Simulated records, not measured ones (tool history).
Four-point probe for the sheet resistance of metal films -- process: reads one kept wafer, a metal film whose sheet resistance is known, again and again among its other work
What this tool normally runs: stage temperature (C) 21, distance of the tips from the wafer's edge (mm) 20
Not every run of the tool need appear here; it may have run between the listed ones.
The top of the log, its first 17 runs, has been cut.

run,hour,stage temperature (C),distance of the tips from the wafer's edge (mm),touches since the probe head was changed,hours of work since the stage's thermometer was calibrated,sheet resistance as the instrument gives it (ohm/square)
18,210.9,19,20,16351,1790,9.281959
19,221.9,19,20,16627,1796,9.284731
20,237.2,29,20,17006,1803,9.21528
21,248.3,21,55,17282,1809,9.271446
22,257.9,21,52,17522,1813,9.270832
23,268.2,21,52,17778,1818,9.268363
24,283.8,32,44,18166,1826,9.195579
25,298.1,22,5,18522,1833,9.31348
26,305.4,22,5,18704,1837,9.315497
27,317.8,22,5,19012,1843,9.313708
28,330.4,24,4,19325,1849,9.32955
29,347.8,24,4,19759,1858,9.328868
# hour 349.8: stage's thermometer calibrated
30,359.3,23,50,20031,5,9.250625
31,368.9,21,5,20270,9,9.316101
32,377.2,22,5,20477,13,9.307436
33,392.8,22,5,20864,21,9.309565
34,404.9,22,5,21167,27,9.308138
35,413.3,23,4,21375,31,9.32515
36,430.6,26,28,21804,40,9.232073
# hour 434.6: stage's thermometer calibrated, once more
37,447.8,24,5,22222,6,9.313534
38,457.3,25,17,22458,11,9.263434
39,469.2,28,34,22754,17,9.239663
40,483.4,29,11,23106,24,9.238259
41,499.6,33,11,23509,32,9.211104
42,507.5,23,4,23706,36,9.348998

5 ways to go on from here, each from the tool as it stands after run 42. What would each give?
A,522.3,22,4,24075,43,?
B,522.3,21,10,24075,43,?
C,522.3,34,3,24075,43,?
D,522.3,19,20,24075,43,?
E,522.3,23,16,24075,43,?

run,sheet resistance as the instrument gives it (ohm/square)
A,9.356728
B,9.297727
C,9.335737
D,9.304718
E,9.276698
What these runs would have given with no unlogged condition in the tool:
run,sheet resistance as the instrument gives it (ohm/square)
A,9.338311
B,9.279416
C,9.317382
D,9.286389
E,9.258428
